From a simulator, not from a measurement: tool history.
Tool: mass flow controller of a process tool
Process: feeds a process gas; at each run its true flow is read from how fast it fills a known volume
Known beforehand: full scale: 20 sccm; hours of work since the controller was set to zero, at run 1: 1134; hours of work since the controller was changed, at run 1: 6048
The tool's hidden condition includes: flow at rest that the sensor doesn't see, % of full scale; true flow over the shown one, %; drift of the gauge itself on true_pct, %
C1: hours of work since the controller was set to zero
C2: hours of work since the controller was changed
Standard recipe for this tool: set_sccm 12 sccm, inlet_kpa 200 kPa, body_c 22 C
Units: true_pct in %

Run 1, hour 0.0: usual settings; C1 1134; C2 6048. Result: true_pct 99.71 %.
Run 2, hour 114.2: usual settings; C1 1220; C2 6134. Result: true_pct 99.55 %.
Run 3, hour 293.8: usual settings; C1 1356; C2 6270. Result: true_pct 99.59 %.
Run 4, hour 478.9: usual settings; C1 1496; C2 6410. Result: true_pct 99.73 %.
Run 5, hour 690.9: usual settings; C1 1657; C2 6571. Result: true_pct 99.75 %.
Run 6, hour 893.0: usual settings; C1 1810; C2 6723. Result: true_pct 99.84 %.
Run 7, hour 1094.9: usual settings; C1 1963; C2 6876. Result: true_pct 99.89 %.
Run 8, hour 1227.7: usual settings; C1 2063; C2 6977. Result: true_pct 99.98 %.
Run 9, hour 1321.1: usual settings; C1 2134; C2 7047. Result: true_pct 99.95 %.
Run 10, hour 1523.4: usual settings; C1 2287; C2 7200. Result: true_pct 99.99 %.
Run 11, hour 1718.2: usual settings; C1 2434; C2 7348. Result: true_pct 100.13 %.
Run 12, hour 1924.2: usual settings; C1 2590; C2 7504. Result: true_pct 100.20 %.
Run 13, hour 2023.8: usual settings; C1 2665; C2 7579. Result: true_pct 100.30 %.
Run 14, hour 2170.5: usual settings but set_sccm 8 sccm; C1 2776; C2 7690. Result: true_pct 100.04 %.
Run 15, hour 2275.0: usual settings but set_sccm 8 sccm; C1 2855; C2 7769. Result: true_pct 100.14 %.
Run 16, hour 2459.5: usual settings but set_sccm 3 sccm; C1 2995; C2 7909. Result: true_pct 99.89 %.
Run 17, hour 2637.1: usual settings but set_sccm 3 sccm; C1 3129; C2 8043. Result: true_pct 99.95 %.
Run 18, hour 2727.5: usual settings but set_sccm 3 sccm; C1 3198; C2 8111. Result: true_pct 99.99 %.
Run 19, hour 2816.8: usual settings; C1 3265; C2 8179. Result: true_pct 100.45 %.
Run 20, hour 3011.7: usual settings; C1 3413; C2 8327. Result: true_pct 100.57 %.
Run 21, hour 3126.4: usual settings; C1 3500; C2 8413. Result: true_pct 100.62 %.
Run 22, hour 3272.6: usual settings; C1 3610; C2 8524. Result: true_pct 100.78 %.
Run 23, hour 3391.2: usual settings but inlet_kpa 179 kPa; C1 3700; C2 8614. Result: true_pct 100.53 %.
Run 24, hour 3541.7: usual settings but inlet_kpa 179 kPa; C1 3814; C2 8728. Result: true_pct 100.64 %.
Run 25, hour 3632.6: usual settings but inlet_kpa 179 kPa; C1 3883; C2 8796. Result: true_pct 100.58 %.
Run 26, hour 3831.1: usual settings but set_sccm 16 sccm, inlet_kpa 179 kPa, body_c 25 C; C1 4033; C2 8947. Result: true_pct 100.85 %.
Run 27, hour 3952.9: usual settings but set_sccm 16 sccm, inlet_kpa 179 kPa, body_c 25 C; C1 4125; C2 9039. Result: true_pct 101.03 %.
Run 28, hour 4147.8: usual settings but set_sccm 6 sccm, inlet_kpa 165 kPa, body_c 21 C; C1 4272; C2 9186. Result: true_pct 100.40 %.
Run 29, hour 4270.3: usual settings but set_sccm 6 sccm, inlet_kpa 165 kPa, body_c 21 C; C1 4365; C2 9279. Result: true_pct 100.33 %.
Run 30, hour 4440.6: usual settings but inlet_kpa 258 kPa, body_c 31 C; C1 4494; C2 9408. Result: true_pct 101.74 %.
Run 31, hour 4623.1: usual settings but set_sccm 5 sccm, inlet_kpa 224 kPa, body_c 31 C; C1 4632; C2 9546. Result: true_pct 101.25 %.
Run 32, hour 4773.7: usual settings but set_sccm 5 sccm, inlet_kpa 224 kPa, body_c 31 C; C1 4746; C2 9660. Result: true_pct 101.35 %.
Run 33, hour 4863.1: usual settings but body_c 37 C; C1 4814; C2 9727. Result: true_pct 101.66 %.
At hour 4966.2: controller's zero set anew.
Run 34, hour 5007.8: usual settings but body_c 37 C; C1 31; C2 9836. Result: true_pct 101.61 %.
Run 35, hour 5134.0: usual settings but set_sccm 20 sccm, inlet_kpa 267 kPa, body_c 35 C; C1 127; C2 9932. Result: true_pct 102.61 %.
Run 36, hour 5245.1: usual settings but set_sccm 8 sccm, inlet_kpa 274 kPa, body_c 24 C; C1 211; C2 10016. Result: true_pct 101.71 %.
Run 37, hour 5378.5: usual settings but set_sccm 5 sccm, inlet_kpa 274 kPa, body_c 24 C; C1 312; C2 10117. Result: true_pct 101.55 %.
At hour 5427.7: gauge calibrated.
Run 38, hour 5500.6: usual settings but set_sccm 3 sccm, body_c 27 C; C1 404; C2 10209. Result: true_pct 99.23 %.
Run 39, hour 5690.1: usual settings but set_sccm 8 sccm, inlet_kpa 143 kPa; C1 548; C2 10353. Result: true_pct 99.11 %.
Run 40, hour 5796.3: usual settings but set_sccm 13 sccm, inlet_kpa 193 kPa, body_c 21 C; C1 628; C2 10433. Result: true_pct 99.56 %.
Run 41, hour 5925.3: usual settings but set_sccm 17 sccm, inlet_kpa 246 kPa, body_c 25 C; C1 726; C2 10531. Result: true_pct 100.43 %.
Run 42, hour 6089.3: usual settings but set_sccm 16 sccm, inlet_kpa 246 kPa, body_c 25 C; C1 850; C2 10655. Result: true_pct 100.26 %.
Run 43, hour 6301.2: usual settings but set_sccm 11 sccm, inlet_kpa 252 kPa; C1 1010; C2 10815. Result: true_pct 100.11 %.
Run 44, hour 6481.7: usual settings but set_sccm 3 sccm, inlet_kpa 279 kPa, body_c 27 C; C1 1147; C2 10952. Result: true_pct 100.11 %.
Run 45, hour 6588.8: usual settings but set_sccm 3 sccm, inlet_kpa 279 kPa, body_c 27 C; C1 1228; C2 11033. Result: true_pct 100.18 %.
Run 46, hour 6710.0: usual settings but set_sccm 3 sccm, inlet_kpa 279 kPa, body_c 27 C; C1 1319; C2 11124. Result: true_pct 100.16 %.
Run 47, hour 6808.2: usual settings but set_sccm 2 sccm, inlet_kpa 252 kPa, body_c 31 C; C1 1394; C2 11199. Result: true_pct 100.02 %.

Results for each run, recomputed without the tool's hidden state and with each run's random variation untouched:
run  true_pct
  1     99.72
  2     99.52
  3     99.49
  4     99.57
  5     99.52
  6     99.53
  7     99.51
  8     99.56
  9     99.49
 10     99.46
 11     99.54
 12     99.53
 13     99.60
 14     99.29
 15     99.36
 16     99.05
 17     99.05
 18     99.05
 19     99.47
 20     99.52
 21     99.53
 22     99.64
 23     99.35
 24     99.41
 25     99.31
 26     99.51
 27     99.65
 28     98.97
 29     98.86
 30    100.18
 31     99.64
 32     99.68
 33     99.95
 34     99.85
 35    100.80
 36     99.87
 37     99.66
 38     99.22
 39     99.04
 40     99.44
 41    100.27
 42    100.04
 43     99.81
 44     99.76
 45     99.79
 46     99.72
 47     99.56
